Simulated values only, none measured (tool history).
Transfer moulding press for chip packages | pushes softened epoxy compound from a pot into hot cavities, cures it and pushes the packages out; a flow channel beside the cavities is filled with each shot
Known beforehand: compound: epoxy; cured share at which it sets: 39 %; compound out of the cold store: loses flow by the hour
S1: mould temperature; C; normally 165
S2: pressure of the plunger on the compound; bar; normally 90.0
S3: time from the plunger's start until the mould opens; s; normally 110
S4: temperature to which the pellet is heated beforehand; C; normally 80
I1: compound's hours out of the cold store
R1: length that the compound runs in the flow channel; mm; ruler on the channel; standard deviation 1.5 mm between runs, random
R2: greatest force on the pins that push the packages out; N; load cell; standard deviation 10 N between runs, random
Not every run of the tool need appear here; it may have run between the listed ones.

run,hour,S1,S2,S3,S4,I1,R1,R2
1,0.0,165,90.0,110,80,16.7,886,650
# hour 31.2: cavities cleaned with cleaning compound and waxed
2,59.1,165,90.0,110,80,15.3,887,767
# hour 104.5: cavities cleaned with cleaning compound and waxed
3,138.0,165,90.0,110,80,8.9,913,644
# hour 172.4: cavities cleaned with cleaning compound and waxed
4,226.6,165,90.0,110,80,22.8,847,664
# hour 240.8: cavities cleaned with cleaning compound and waxed
5,285.7,171,90.0,110,80,10.9,872,605
# hour 295.4: plunger's sealing rings changed
# hour 311.9: cavities cleaned with cleaning compound and waxed
6,343.6,171,90.0,110,80,29.4,822,584
# hour 382.2: cavities cleaned with cleaning compound and waxed
7,412.5,165,90.0,110,80,15.7,894,630
# hour 454.5: cavities cleaned with cleaning compound and waxed
8,462.8,165,90.0,110,80,12.7,906,519
# hour 497.1: mould's thermocouples calibrated
# hour 531.6: cavities cleaned with cleaning compound and waxed
9,564.6,165,90.0,110,80,30.7,823,647
# hour 600.5: cavities cleaned with cleaning compound and waxed, once more
10,606.7,161,90.0,110,80,40.3,797,617
# hour 671.1: cavities cleaned with cleaning compound and waxed
11,694.1,161,90.0,110,80,39.2,795,690
# hour 744.7: cavities cleaned with cleaning compound and waxed
12,786.8,161,90.0,110,80,35.3,805,744
# hour 803.7: plunger's sealing rings changed
# hour 816.1: cavities cleaned with cleaning compound and waxed
13,872.9,161,90.0,110,80,26.5,866,791
# hour 887.6: cavities cleaned with cleaning compound and waxed
# hour 957.3: cavities cleaned with cleaning compound and waxed
14,965.3,170,78.6,118,80,34.4,748,497
# hour 1026.1: cavities cleaned with cleaning compound and waxed
15,1057.5,165,90.0,93,82,34.3,809,725
# hour 1101.1: mould's thermocouples calibrated
# hour 1102.6: cavities cleaned with cleaning compound and waxed
16,1137.1,165,90.0,93,82,22.6,855,796
# hour 1174.3: cavities cleaned with cleaning compound and waxed
17,1210.5,165,90.0,93,82,32.9,805,807
# hour 1244.0: cavities cleaned with cleaning compound and waxed
18,1282.4,157,90.0,110,80,21.7,878,1059
# hour 1307.6: plunger's sealing rings changed
# hour 1316.6: cavities cleaned with cleaning compound and waxed
19,1354.0,171,86.2,110,80,23.0,826,583
# hour 1386.9: cavities cleaned with cleaning compound and waxed
20,1415.4,171,86.2,110,80,29.5,799,580
# hour 1454.3: cavities cleaned with cleaning compound and waxed
21,1482.8,171,86.2,110,80,40.8,754,537
# hour 1524.3: cavities cleaned with cleaning compound and waxed
22,1577.8,164,90.0,110,80,34.7,806,699
# hour 1591.4: cavities cleaned with cleaning compound and waxed
23,1644.8,164,90.0,110,80,41.2,780,664
# hour 1659.2: cavities cleaned with cleaning compound and waxed
24,1696.6,170,97.8,110,80,8.6,929,582
# hour 1705.0: mould's thermocouples calibrated
# hour 1731.2: cavities cleaned with cleaning compound and waxed
25,1756.8,166,97.8,110,90,28.0,850,568
# hour 1800.9: cavities cleaned with cleaning compound and waxed
26,1805.9,159,98.2,110,89,24.1,894,680

Forecast each of these 4 alternatives for the next run:
# hour 1813.4: plunger's sealing rings changed
# hour 1870.4: cavities cleaned with cleaning compound and waxed
A,1907.8,165,98.2,138,89,26.4,?,?
# hour 1813.4: plunger's sealing rings changed
# hour 1870.4: cavities cleaned with cleaning compound and waxed
B,1907.8,159,90.0,110,80,10.8,?,?
# hour 1813.4: plunger's sealing rings changed
# hour 1870.4: cavities cleaned with cleaning compound and waxed
C,1907.8,165,88.6,110,88,34.1,?,?
# hour 1813.4: plunger's sealing rings changed
# hour 1870.4: cavities cleaned with cleaning compound and waxed
D,1907.8,165,100.8,110,80,16.7,?,?

run,R1,R2
A,886,597
B,944,890
C,811,631
D,943,639
Stripped of hidden state, with their random variation kept, the same runs would have yielded:
run,R1,R2
A,895,472
B,953,728
C,819,502
D,952,512
